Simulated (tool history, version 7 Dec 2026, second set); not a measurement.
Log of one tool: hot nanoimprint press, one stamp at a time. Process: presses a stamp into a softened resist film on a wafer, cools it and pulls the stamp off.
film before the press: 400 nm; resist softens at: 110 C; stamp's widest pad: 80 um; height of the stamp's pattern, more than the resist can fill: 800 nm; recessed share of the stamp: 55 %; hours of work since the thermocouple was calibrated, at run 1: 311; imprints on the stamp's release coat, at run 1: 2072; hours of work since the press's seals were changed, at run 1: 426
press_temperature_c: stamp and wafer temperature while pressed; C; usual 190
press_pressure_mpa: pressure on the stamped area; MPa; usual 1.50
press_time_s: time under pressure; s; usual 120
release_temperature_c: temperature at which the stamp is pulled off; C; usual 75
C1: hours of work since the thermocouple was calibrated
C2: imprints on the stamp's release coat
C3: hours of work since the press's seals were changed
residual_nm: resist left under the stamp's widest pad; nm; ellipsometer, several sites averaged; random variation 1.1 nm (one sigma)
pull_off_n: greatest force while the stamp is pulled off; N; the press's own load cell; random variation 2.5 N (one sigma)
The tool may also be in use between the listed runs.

{"run": 1, "hour": 0.0, "press_temperature_c": 190, "press_pressure_mpa": 1.5, "press_time_s": 120, "release_temperature_c": 75, "C1": 311, "C2": 2072, "C3": 426, "residual_nm": 204.0, "pull_off_n": 205}
{"run": 2, "hour": 57.0, "press_temperature_c": 190, "press_pressure_mpa": 1.5, "press_time_s": 120, "release_temperature_c": 75, "C1": 345, "C2": 2241, "C3": 461, "residual_nm": 201.9, "pull_off_n": 213}
{"hour": 92.6, "done": "stamp cleaned and given a new release coat"}
{"run": 3, "hour": 127.0, "press_temperature_c": 190, "press_pressure_mpa": 1.5, "press_time_s": 120, "release_temperature_c": 75, "C1": 384, "C2": 102, "C3": 500, "residual_nm": 202.3, "pull_off_n": 119}
{"run": 4, "hour": 185.9, "press_temperature_c": 190, "press_pressure_mpa": 1.5, "press_time_s": 120, "release_temperature_c": 75, "C1": 420, "C2": 276, "C3": 536, "residual_nm": 203.0, "pull_off_n": 133}
{"run": 5, "hour": 261.5, "press_temperature_c": 190, "press_pressure_mpa": 1.5, "press_time_s": 120, "release_temperature_c": 75, "C1": 466, "C2": 500, "C3": 582, "residual_nm": 203.7, "pull_off_n": 137}
{"run": 6, "hour": 320.1, "press_temperature_c": 190, "press_pressure_mpa": 1.5, "press_time_s": 120, "release_temperature_c": 75, "C1": 502, "C2": 673, "C3": 617, "residual_nm": 202.3, "pull_off_n": 146}
{"hour": 332.8, "done": "plate thermocouple calibrated"}
{"run": 7, "hour": 381.6, "press_temperature_c": 191, "press_pressure_mpa": 1.5, "press_time_s": 120, "release_temperature_c": 75, "C1": 30, "C2": 846, "C3": 653, "residual_nm": 194.9, "pull_off_n": 154}
{"run": 8, "hour": 420.0, "press_temperature_c": 191, "press_pressure_mpa": 1.5, "press_time_s": 120, "release_temperature_c": 75, "C1": 53, "C2": 960, "C3": 676, "residual_nm": 195.5, "pull_off_n": 157}
{"run": 9, "hour": 473.5, "press_temperature_c": 191, "press_pressure_mpa": 1.5, "press_time_s": 120, "release_temperature_c": 75, "C1": 86, "C2": 1118, "C3": 709, "residual_nm": 195.2, "pull_off_n": 160}
{"run": 10, "hour": 510.9, "press_temperature_c": 191, "press_pressure_mpa": 1.5, "press_time_s": 120, "release_temperature_c": 75, "C1": 108, "C2": 1229, "C3": 732, "residual_nm": 194.8, "pull_off_n": 169}
{"run": 11, "hour": 556.7, "press_temperature_c": 191, "press_pressure_mpa": 1.5, "press_time_s": 120, "release_temperature_c": 75, "C1": 136, "C2": 1364, "C3": 759, "residual_nm": 193.8, "pull_off_n": 177}
{"run": 12, "hour": 595.1, "press_temperature_c": 190, "press_pressure_mpa": 1.17, "press_time_s": 120, "release_temperature_c": 75, "C1": 160, "C2": 1478, "C3": 783, "residual_nm": 222.4, "pull_off_n": 176}
{"run": 13, "hour": 648.0, "press_temperature_c": 190, "press_pressure_mpa": 1.5, "press_time_s": 120, "release_temperature_c": 77, "C1": 192, "C2": 1634, "C3": 815, "residual_nm": 198.0, "pull_off_n": 180}
{"run": 14, "hour": 697.1, "press_temperature_c": 190, "press_pressure_mpa": 1.5, "press_time_s": 120, "release_temperature_c": 77, "C1": 222, "C2": 1779, "C3": 845, "residual_nm": 200.2, "pull_off_n": 191}
{"run": 15, "hour": 729.3, "press_temperature_c": 190, "press_pressure_mpa": 1.5, "press_time_s": 120, "release_temperature_c": 77, "C1": 241, "C2": 1875, "C3": 864, "residual_nm": 198.6, "pull_off_n": 195}
{"hour": 773.8, "done": "plate thermocouple calibrated, once more"}
{"run": 16, "hour": 802.6, "press_temperature_c": 195, "press_pressure_mpa": 1.5, "press_time_s": 108, "release_temperature_c": 75, "C1": 17, "C2": 2083, "C3": 907, "residual_nm": 193.5, "pull_off_n": 205}
{"run": 17, "hour": 878.3, "press_temperature_c": 195, "press_pressure_mpa": 1.5, "press_time_s": 108, "release_temperature_c": 75, "C1": 64, "C2": 2307, "C3": 953, "residual_nm": 193.7, "pull_off_n": 230}
{"hour": 893.4, "done": "stamp cleaned and given a new release coat"}
{"hour": 957.4, "done": "press's hydraulic seals changed and the load cell set to zero"}
{"run": 18, "hour": 957.4, "press_temperature_c": 198, "press_pressure_mpa": 1.42, "press_time_s": 117, "release_temperature_c": 81, "C1": 103, "C2": 166, "C3": 0, "residual_nm": 174.8, "pull_off_n": 120}
{"run": 19, "hour": 1031.0, "press_temperature_c": 201, "press_pressure_mpa": 1.5, "press_time_s": 120, "release_temperature_c": 75, "C1": 148, "C2": 384, "C3": 45, "residual_nm": 158.3, "pull_off_n": 132}
{"run": 20, "hour": 1070.8, "press_temperature_c": 190, "press_pressure_mpa": 1.48, "press_time_s": 70, "release_temperature_c": 63, "C1": 172, "C2": 501, "C3": 69, "residual_nm": 244.7, "pull_off_n": 146}
{"run": 21, "hour": 1116.3, "press_temperature_c": 190, "press_pressure_mpa": 1.16, "press_time_s": 120, "release_temperature_c": 78, "C1": 200, "C2": 636, "C3": 97, "residual_nm": 224.7, "pull_off_n": 141}

The next listed run, before its measurement:
{"run": 22, "hour": 1180.0, "press_temperature_c": 190, "press_pressure_mpa": 1.16, "press_time_s": 120, "release_temperature_c": 78, "C1": 239, "C2": 824, "C3": 135, "residual_nm": "?", "pull_off_n": "?"}

{"run 22": {"residual_nm": 224.7, "pull_off_n": 146}}
Without the tool's hidden state the same run would have given residual_nm 227.7 nm, pull_off_n 114 N.

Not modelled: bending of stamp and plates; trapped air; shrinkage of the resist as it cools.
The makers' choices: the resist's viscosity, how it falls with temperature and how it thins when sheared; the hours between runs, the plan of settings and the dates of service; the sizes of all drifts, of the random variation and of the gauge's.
